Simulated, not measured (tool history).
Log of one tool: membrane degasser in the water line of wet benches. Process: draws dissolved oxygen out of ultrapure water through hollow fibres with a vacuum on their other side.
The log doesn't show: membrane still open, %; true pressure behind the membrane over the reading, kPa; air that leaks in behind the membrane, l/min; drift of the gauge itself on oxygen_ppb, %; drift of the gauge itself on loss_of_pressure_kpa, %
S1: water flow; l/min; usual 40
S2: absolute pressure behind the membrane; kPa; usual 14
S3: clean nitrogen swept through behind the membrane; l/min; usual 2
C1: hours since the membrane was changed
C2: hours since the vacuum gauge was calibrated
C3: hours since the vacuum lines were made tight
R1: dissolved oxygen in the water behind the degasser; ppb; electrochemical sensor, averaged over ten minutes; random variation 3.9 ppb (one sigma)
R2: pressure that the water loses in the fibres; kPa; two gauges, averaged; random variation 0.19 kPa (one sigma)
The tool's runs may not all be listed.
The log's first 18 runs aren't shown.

run 19 hour=597.8 | S1=58 S2=30.3 S3=1.71 | C1=953 C2=7197 C3=3090 | R1=1704.7 R2=57.12
run 20 hour=631.2 | S1=29 S2=12.3 S3=0.9 | C1=986 C2=7230 C3=3123 | R1=600.1 R2=28.63
run 21 hour=657.4 | S1=29 S2=12.3 S3=0.9 | C1=1012 C2=7257 C3=3150 | R1=603.7 R2=28.38
run 22 hour=696.3 | S1=29 S2=12.3 S3=0.9 | C1=1051 C2=7296 C3=3189 | R1=605.5 R2=28.62
run 23 hour=725.7 | S1=34 S2=15.2 S3=1.27 | C1=1081 C2=7325 C3=3218 | R1=683.5 R2=33.62
run 24 hour=765.4 | S1=40 S2=24.6 S3=2.4 | C1=1120 C2=7365 C3=3258 | R1=809.6 R2=39.8
run 25 hour=784.7 | S1=25 S2=14 S3=2 | C1=1140 C2=7384 C3=3277 | R1=321.5 R2=24.74
run 26 hour=823.1 | S1=34 S2=32.8 S3=2 | C1=1178 C2=7422 C3=3315 | R1=1050.7 R2=33.8
run 27 hour=851.2 | S1=40 S2=9.5 S3=1.16 | C1=1206 C2=7450 C3=3343 | R1=489.7 R2=39.55
run 28 hour=871.4 | S1=40 S2=29.8 S3=2 | C1=1226 C2=7471 C3=3364 | R1=1106.1 R2=39.27
run 29 hour=899 | S1=26 S2=33.3 S3=1.65 | C1=1254 C2=7498 C3=3391 | R1=976 R2=25.8
run 30 hour=937.9 | S1=26 S2=33.3 S3=1.65 | C1=1293 C2=7537 C3=3430 | R1=984.6 R2=25.64
run 31 hour=982.3 | S1=26 S2=33.3 S3=1.65 | C1=1337 C2=7581 C3=3474 | R1=999.2 R2=25.77
run 32 hour=1026.8 | S1=26 S2=33.3 S3=1.65 | C1=1382 C2=7626 C3=3519 | R1=982.7 R2=25.85

Forecast each of these 3 alternatives for the next run:
run A hour=1046.5 | S1=58 S2=14 S3=2 | C1=1402 C2=7646 C3=3539 | R1=? R2=?
run B hour=1046.5 | S1=29 S2=13 S3=1.65 | C1=1402 C2=7646 C3=3539 | R1=? R2=?
run C hour=1046.5 | S1=40 S2=13.9 S3=0.8 | C1=1402 C2=7646 C3=3539 | R1=? R2=?

run=A R1=749.6 R2=57.15
run=B R1=403 R2=28.59
run=C R1=983.7 R2=39.3
Without the tool's hidden state the same runs would have given:
run=A R1=749.4 R2=57.15
run=B R1=402.9 R2=28.59
run=C R1=983.4 R2=39.3

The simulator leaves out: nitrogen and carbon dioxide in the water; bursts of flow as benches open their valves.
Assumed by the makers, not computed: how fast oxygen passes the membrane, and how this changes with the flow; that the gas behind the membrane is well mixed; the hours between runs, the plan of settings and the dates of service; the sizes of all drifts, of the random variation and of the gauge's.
